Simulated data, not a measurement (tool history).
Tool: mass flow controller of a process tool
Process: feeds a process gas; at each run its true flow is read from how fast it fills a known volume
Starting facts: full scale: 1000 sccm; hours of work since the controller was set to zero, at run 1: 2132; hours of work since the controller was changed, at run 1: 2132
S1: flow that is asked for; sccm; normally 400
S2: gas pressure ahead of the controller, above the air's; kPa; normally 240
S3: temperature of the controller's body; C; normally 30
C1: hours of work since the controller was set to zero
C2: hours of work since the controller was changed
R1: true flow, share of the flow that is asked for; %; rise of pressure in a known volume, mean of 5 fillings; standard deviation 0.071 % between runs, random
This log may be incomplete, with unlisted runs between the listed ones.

| run | hour | S1 | S2 | S3 | C1 | C2 | R1 |
|---|---|---|---|---|---|---|---|
| 1 | 0.0 | 400 | 240 | 30 | 2132 | 2132 | 100.34 |
| 2 | 136.9 | 400 | 240 | 30 | 2202 | 2202 | 100.40 |
| 3 | 228.1 | 400 | 240 | 30 | 2248 | 2248 | 100.30 |
| 4 | 332.1 | 400 | 240 | 32 | 2301 | 2301 | 100.39 |
| 5 | 486.2 | 115 | 240 | 32 | 2379 | 2379 | 103.31 |
| 6 | 596.2 | 170 | 240 | 30 | 2435 | 2435 | 101.88 |
| 7 | 718.9 | 400 | 240 | 31 | 2498 | 2498 | 100.46 |
| 8 | 864.8 | 400 | 240 | 31 | 2572 | 2572 | 100.37 |
| 9 | 1004.0 | 400 | 240 | 20 | 2643 | 2643 | 99.87 |
| 10 | 1098.8 | 400 | 240 | 20 | 2691 | 2691 | 99.89 |
| 11 | 1180.8 | 700 | 240 | 30 | 2733 | 2733 | 99.96 |
| 12 | 1298.0 | 700 | 240 | 30 | 2793 | 2793 | 100.17 |
| 13 | 1411.8 | 817 | 240 | 30 | 2851 | 2851 | 99.93 |
| 14 | 1515.5 | 400 | 240 | 26 | 2903 | 2903 | 100.30 |
| 15 | 1583.6 | 400 | 240 | 26 | 2938 | 2938 | 100.35 |
| 16 | 1697.6 | 400 | 240 | 26 | 2996 | 2996 | 100.37 |
| 17 | 1830.0 | 400 | 142 | 30 | 3064 | 3064 | 101.23 |
| 18 | 1921.9 | 400 | 142 | 30 | 3110 | 3110 | 101.22 |
| 19 | 2020.6 | 400 | 142 | 30 | 3161 | 3161 | 101.20 |
| 20 | 2098.0 | 400 | 240 | 30 | 3200 | 3200 | 100.52 |
| 21 | 2167.6 | 400 | 240 | 30 | 3236 | 3236 | 100.61 |
| 22 | 2246.9 | 400 | 240 | 30 | 3276 | 3276 | 100.48 |
| 23 | 2377.9 | 400 | 240 | 30 | 3343 | 3343 | 100.66 |
| 24 | 2507.7 | 400 | 240 | 30 | 3409 | 3409 | 100.65 |
| 25 | 2639.9 | 400 | 203 | 30 | 3476 | 3476 | 100.95 |
| 26 | 2778.4 | 127 | 197 | 30 | 3546 | 3546 | 104.60 |
| 27 | 2906.9 | 271 | 240 | 37 | 3612 | 3612 | 101.75 |
| 28 | 3049.0 | 100 | 217 | 37 | 3684 | 3684 | 106.48 |
| 29 | 3134.0 | 226 | 240 | 24 | 3728 | 3728 | 101.82 |
| 30 | 3280.1 | 145 | 143 | 21 | 3802 | 3802 | 104.13 |
| 31 | 3436.0 | 334 | 213 | 23 | 3881 | 3881 | 100.87 |
| 32 | 3546.1 | 261 | 191 | 30 | 3937 | 3937 | 102.09 |
| 33 | 3691.4 | 976 | 240 | 35 | 4011 | 4011 | 100.18 |
| 34 | 3793.7 | 308 | 240 | 27 | 4063 | 4063 | 101.17 |
| 35 | 3928.9 | 811 | 240 | 27 | 4132 | 4132 | 99.96 |
| 36 | 3996.9 | 880 | 150 | 38 | 4167 | 4167 | 101.05 |
| 37 | 4096.6 | 880 | 150 | 38 | 4218 | 4218 | 100.98 |
| 38 | 4181.5 | 880 | 150 | 38 | 4261 | 4261 | 100.94 |
| 39 | 4322.3 | 880 | 150 | 27 | 4333 | 4333 | 100.59 |
| 40 | 4459.4 | 154 | 218 | 29 | 4402 | 4402 | 104.28 |
| 41 | 4607.1 | 835 | 207 | 34 | 4478 | 4478 | 100.44 |
| 42 | 4742.1 | 400 | 226 | 30 | 4546 | 4546 | 101.04 |
| 43 | 4869.8 | 400 | 226 | 30 | 4611 | 4611 | 100.97 |
| 44 | 4953.6 | 400 | 226 | 30 | 4654 | 4654 | 101.05 |
| 45 | 5081.7 | 356 | 176 | 22 | 4719 | 4719 | 101.25 |
| 46 | 5148.6 | 116 | 238 | 29 | 4753 | 4753 | 106.39 |
| 47 | 5273.7 | 400 | 219 | 30 | 4817 | 4817 | 101.24 |
| 48 | 5399.5 | 400 | 219 | 30 | 4881 | 4881 | 101.09 |

Each row is a separate what-if for the run after 48, all from the same tool condition, not one after another. Results?
| A | 5514.8 | 231 | 219 | 23 | 4940 | 4940 | ? |
| B | 5514.8 | 235 | 174 | 29 | 4940 | 4940 | ? |
| C | 5514.8 | 209 | 240 | 30 | 4940 | 4940 | ? |

| run | R1 |
|---|---|
| A | 102.36 |
| B | 102.90 |
| C | 103.14 |
The same runs, with their run-to-run variation unchanged, on a tool lacking any hidden condition would have given:
| run | R1 |
|---|---|
| A | 99.15 |
| B | 99.76 |
| C | 99.48 |

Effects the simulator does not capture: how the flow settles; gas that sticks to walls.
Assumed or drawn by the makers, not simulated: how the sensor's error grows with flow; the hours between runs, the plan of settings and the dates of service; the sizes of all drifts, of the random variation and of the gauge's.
